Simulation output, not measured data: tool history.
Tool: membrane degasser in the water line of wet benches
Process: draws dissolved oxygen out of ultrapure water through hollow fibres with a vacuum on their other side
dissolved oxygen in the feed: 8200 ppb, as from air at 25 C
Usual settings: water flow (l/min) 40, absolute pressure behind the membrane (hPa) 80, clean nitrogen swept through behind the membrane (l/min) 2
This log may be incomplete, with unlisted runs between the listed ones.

run,day,water flow (l/min),absolute pressure behind the membrane (hPa),clean nitrogen swept through behind the membrane (l/min),dissolved oxygen in the water behind the degasser (ppb),pressure that the water loses in the fibres (hPa)
1,0,40,80,2,317.7,534
2,2.842,40,80,2,318,531.7
3,5.742,40,80,2.05,323.6,532.7
4,8.242,40,80,2.05,321.8,536.3
5,10.329,30,80,2,206.7,397.4
6,12.367,40,130.5,2,534.6,533.6
7,14.288,40,130.5,2,530.6,535.9
8,17.346,40,80,2,331.4,532.7
9,19.854,40,80,2,333.6,533.3
10,21.7,40,121.3,2,498.2,536.6
11,24.521,40,121.3,2,492.7,536.4
12,26.488,40,80,2,334.5,533.8
13,30.604,40,80,2,338.6,539.9
14,33.054,40,53.6,2,226.6,538.5
15,35.729,40,53.6,2,221,535.9
16,39.908,40,53.6,2,225.6,540.4
17,43.45,40,63.8,2,272.4,537.8
18,46.954,39,58.7,2.62,208.1,525.1
# day 47.208: vacuum gauge calibrated
19,49.462,41,57.3,1.68,280.3,554.1
20,52.688,43,124.7,1.52,687.9,584.1
21,56.967,43,124.7,1.52,682.4,583.1
22,60.417,40,59,1.46,298.9,544
# day 63.308: vacuum gauge calibrated, once more
23,63.633,38,112.8,2.92,338.1,516.4
24,65.833,38,112.8,2.92,342.8,516.4
25,69.104,50,112.8,1.37,780.5,677.8

For run 26, what comes out?
26,73.412,32,169.2,2.75,?,?

Run 26 measured dissolved oxygen in the water behind the degasser (ppb) 423.6, pressure that the water loses in the fibres (hPa) 435.2.
With no hidden state in the tool, this same run would have given dissolved oxygen in the water behind the degasser (ppb) 404.1, pressure that the water loses in the fibres (hPa) 406.6.
